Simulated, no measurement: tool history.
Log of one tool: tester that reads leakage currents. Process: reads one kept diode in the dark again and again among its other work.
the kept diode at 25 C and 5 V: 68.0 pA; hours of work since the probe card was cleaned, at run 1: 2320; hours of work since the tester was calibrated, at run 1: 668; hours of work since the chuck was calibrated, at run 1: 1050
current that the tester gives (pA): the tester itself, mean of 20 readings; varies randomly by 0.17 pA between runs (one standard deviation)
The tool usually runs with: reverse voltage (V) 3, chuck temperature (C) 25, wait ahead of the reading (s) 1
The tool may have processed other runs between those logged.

| run | hour | reverse voltage (V) | chuck temperature (C) | wait ahead of the reading (s) | hours of work since the probe card was cleaned | hours of work since the tester was calibrated | hours of work since the chuck was calibrated | current that the tester gives (pA) |
|---|---|---|---|---|---|---|---|---|
| 1 | 0 | 3 | 25 | 1 | 2320 | 668 | 1050 | 53.36 |
| 2 | 85.6 | 3 | 25 | 1 | 2357 | 706 | 1088 | 53.33 |
| 3 | 172.5 | 3 | 25 | 1 | 2395 | 744 | 1126 | 53.36 |
|  | 209.2 | chuck's temperature calibrated |
| 4 | 289 | 3 | 25 | 1 | 2446 | 794 | 35 | 53.53 |
| 5 | 390.3 | 3 | 25 | 1 | 2490 | 838 | 79 | 53.27 |
| 6 | 464.3 | 3 | 25 | 1 | 2522 | 871 | 112 | 53.13 |
| 7 | 550 | 2.87 | 25 | 1 | 2560 | 908 | 149 | 52.21 |
| 8 | 665.9 | 2.87 | 25 | 1 | 2611 | 959 | 200 | 52.21 |
| 9 | 751.5 | 3 | 25 | 1 | 2648 | 997 | 238 | 53.54 |
| 10 | 866.9 | 3 | 25 | 1 | 2699 | 1047 | 288 | 53.38 |
| 11 | 989.1 | 5.05 | 25 | 1 | 2753 | 1101 | 342 | 68.98 |
| 12 | 1041.1 | 5.05 | 20 | 1 | 2775 | 1124 | 365 | 43.98 |
| 13 | 1162.7 | 5.05 | 20 | 1 | 2829 | 1177 | 418 | 43.79 |
| 14 | 1274.5 | 3 | 25 | 1 | 2878 | 1226 | 467 | 53.04 |
| 15 | 1376.3 | 3 | 25 | 1 | 2922 | 1271 | 512 | 53.71 |
| 16 | 1500.5 | 3 | 25 | 1 | 2977 | 1325 | 566 | 53.5 |
| 17 | 1600.3 | 3 | 40 | 1 | 3021 | 1369 | 610 | 195.06 |
| 18 | 1666.3 | 3 | 25 | 4.18 | 3050 | 1398 | 639 | 52.87 |
| 19 | 1729.5 | 3 | 25 | 4.18 | 3077 | 1426 | 667 | 52.83 |
| 20 | 1800.8 | 3 | 25 | 4.18 | 3109 | 1457 | 698 | 53.24 |
| 21 | 1919.5 | 5.44 | 25 | 6.21 | 3161 | 1509 | 750 | 71.43 |
| 22 | 2044 | 5.44 | 25 | 6.21 | 3215 | 1564 | 805 | 71.49 |
| 23 | 2116.3 | 5.44 | 25 | 6.21 | 3247 | 1595 | 836 | 71.11 |
| 24 | 2224.9 | 5.44 | 25 | 6.21 | 3294 | 1643 | 884 | 71.18 |
| 25 | 2333.9 | 2.63 | 52 | 0.64 | 3342 | 1691 | 932 | 475.07 |
| 26 | 2438 | 2.63 | 52 | 0.64 | 3388 | 1736 | 977 | 480.47 |
| 27 | 2505.2 | 2.27 | 35 | 0.76 | 3417 | 1766 | 1007 | 112.22 |
|  | 2569.5 | probe card cleaned and baked |
| 28 | 2599.1 | 3.04 | 33 | 0.59 | 13 | 1806 | 1047 | 109.37 |
| 29 | 2690.7 | 3 | 25 | 0.84 | 53 | 1846 | 1087 | 53.19 |
| 30 | 2788.7 | 1.03 | 44 | 0.41 | 96 | 1889 | 1130 | 159.78 |
|  | 2818.2 | chuck's temperature calibrated |
| 31 | 2904.4 | 1.03 | 44 | 0.41 | 146 | 1939 | 38 | 160.29 |
| 32 | 3017.7 | 1.03 | 44 | 0.41 | 196 | 1988 | 87 | 159.99 |
| 33 | 3119.9 | 2.06 | 53 | 5.97 | 240 | 2033 | 132 | 456.31 |
| 34 | 3188.8 | 2.06 | 53 | 5.97 | 271 | 2063 | 163 | 456.61 |
| 35 | 3254.6 | 2.06 | 53 | 5.97 | 300 | 2092 | 191 | 456.65 |
| 36 | 3351.2 | 3 | 24 | 1 | 342 | 2135 | 234 | 48.66 |
| 37 | 3405.2 | 3 | 24 | 1 | 366 | 2158 | 257 | 48.72 |
| 38 | 3471.6 | 3 | 25 | 1.33 | 395 | 2187 | 287 | 53.38 |
| 39 | 3528.1 | 3 | 40 | 8.86 | 420 | 2212 | 311 | 195.41 |
| 40 | 3620.7 | 3 | 40 | 8.86 | 460 | 2253 | 352 | 195.91 |

Describe how what the log doesn't record of the tool's condition differs between the last listed run preceding each entry between runs and the first listed run following it.
Between runs 3 and 4: chuck's temperature calibrated (hour 209.2)
  true chuck temperature over the reading, C: -0.01 -> 0
  the result without the hidden state subtracted from the measured one, current that the tester gives (pA): -0.01 -> +0.02
Between runs 27 and 28: probe card cleaned and baked (hour 2569.5)
  stray current of the dirty probe card, pA a volt: 0.033 -> 0.02
  the result without the hidden state subtracted from the measured one, current that the tester gives (pA): -0.04 -> -0.06
Between runs 30 and 31: chuck's temperature calibrated (hour 2818.2)
  stray current of the dirty probe card, pA a volt: 0.02 -> 0.021; true chuck temperature over the reading, C: -0.01 -> 0
  the result without the hidden state subtracted from the measured one, current that the tester gives (pA): -0.11 -> -0.01

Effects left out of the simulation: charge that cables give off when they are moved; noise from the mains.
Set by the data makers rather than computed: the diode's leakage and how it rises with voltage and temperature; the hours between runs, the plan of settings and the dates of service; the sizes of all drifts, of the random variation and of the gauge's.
